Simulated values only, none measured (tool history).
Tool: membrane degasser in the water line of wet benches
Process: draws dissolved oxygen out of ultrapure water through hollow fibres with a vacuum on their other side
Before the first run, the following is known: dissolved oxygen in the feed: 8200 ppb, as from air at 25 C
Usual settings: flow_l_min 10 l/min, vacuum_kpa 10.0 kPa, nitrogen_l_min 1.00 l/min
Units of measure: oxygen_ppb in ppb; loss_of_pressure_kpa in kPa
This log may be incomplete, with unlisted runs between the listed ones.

run 1 day=0.000 | flow_l_min=10 vacuum_kpa=10.0 nitrogen_l_min=1.00 | oxygen_ppb=183.1 loss_of_pressure_kpa=45.28
run 2 day=1.262 | flow_l_min=10 vacuum_kpa=10.0 nitrogen_l_min=1.00 | oxygen_ppb=180.7 loss_of_pressure_kpa=45.74
run 3 day=3.346 | flow_l_min=10 vacuum_kpa=11.9 nitrogen_l_min=1.00 | oxygen_ppb=222.8 loss_of_pressure_kpa=45.56
run 4 day=4.775 | flow_l_min=10 vacuum_kpa=11.9 nitrogen_l_min=1.00 | oxygen_ppb=223.7 loss_of_pressure_kpa=45.86
run 5 day=6.179 | flow_l_min=8 vacuum_kpa=10.0 nitrogen_l_min=1.00 | oxygen_ppb=135.0 loss_of_pressure_kpa=36.34
run 6 day=7.883 | flow_l_min=8 vacuum_kpa=10.0 nitrogen_l_min=1.00 | oxygen_ppb=135.4 loss_of_pressure_kpa=36.72
run 7 day=9.700 | flow_l_min=8 vacuum_kpa=10.0 nitrogen_l_min=0.76 | oxygen_ppb=170.5 loss_of_pressure_kpa=36.48
run 8 day=11.312 | flow_l_min=8 vacuum_kpa=10.0 nitrogen_l_min=1.38 | oxygen_ppb=101.4 loss_of_pressure_kpa=36.70
run 9 day=12.688 | flow_l_min=10 vacuum_kpa=10.0 nitrogen_l_min=1.13 | oxygen_ppb=162.2 loss_of_pressure_kpa=45.80
run 10 day=14.425 | flow_l_min=10 vacuum_kpa=10.0 nitrogen_l_min=1.13 | oxygen_ppb=161.8 loss_of_pressure_kpa=45.78
run 11 day=16.075 | flow_l_min=10 vacuum_kpa=10.0 nitrogen_l_min=1.13 | oxygen_ppb=163.9 loss_of_pressure_kpa=45.69
run 12 day=17.517 | flow_l_min=12 vacuum_kpa=24.9 nitrogen_l_min=1.29 | oxygen_ppb=498.4 loss_of_pressure_kpa=55.27
run 13 day=19.062 | flow_l_min=12 vacuum_kpa=24.9 nitrogen_l_min=1.29 | oxygen_ppb=497.1 loss_of_pressure_kpa=54.75
run 14 day=21.146 | flow_l_min=9 vacuum_kpa=20.9 nitrogen_l_min=0.95 | oxygen_ppb=396.7 loss_of_pressure_kpa=41.36
run 15 day=23.071 | flow_l_min=8 vacuum_kpa=8.0 nitrogen_l_min=1.09 | oxygen_ppb=91.7 loss_of_pressure_kpa=37.03
run 16 day=24.896 | flow_l_min=8 vacuum_kpa=8.0 nitrogen_l_min=1.09 | oxygen_ppb=92.3 loss_of_pressure_kpa=36.29
run 17 day=26.912 | flow_l_min=8 vacuum_kpa=8.0 nitrogen_l_min=1.09 | oxygen_ppb=91.4 loss_of_pressure_kpa=36.86
run 18 day=28.183 | flow_l_min=8 vacuum_kpa=8.0 nitrogen_l_min=1.09 | oxygen_ppb=91.8 loss_of_pressure_kpa=36.50
run 19 day=29.767 | flow_l_min=11 vacuum_kpa=18.1 nitrogen_l_min=2.96 | oxygen_ppb=166.5 loss_of_pressure_kpa=50.62

Pick out some run-to-run changes in loss_of_pressure_kpa. Of each, how much would a tool without hidden state show as well, from the settings, what came in and chance, and how much is left for the hidden state and any gauge scatter not in both results compared?
Hidden state present: membrane still open, %; true pressure behind the membrane over the reading, kPa; air that leaks in behind the membrane, l/min; drift of the gauge itself on oxygen_ppb, %; drift of the gauge itself on loss_of_pressure_kpa, %.
Run 18 -> 19: flow_l_min 8 -> 11, vacuum_kpa 8.0 -> 18.1, nitrogen_l_min 1.09 -> 2.96. loss_of_pressure_kpa +14.12 kPa: hidden state +0.19, all else +13.93.

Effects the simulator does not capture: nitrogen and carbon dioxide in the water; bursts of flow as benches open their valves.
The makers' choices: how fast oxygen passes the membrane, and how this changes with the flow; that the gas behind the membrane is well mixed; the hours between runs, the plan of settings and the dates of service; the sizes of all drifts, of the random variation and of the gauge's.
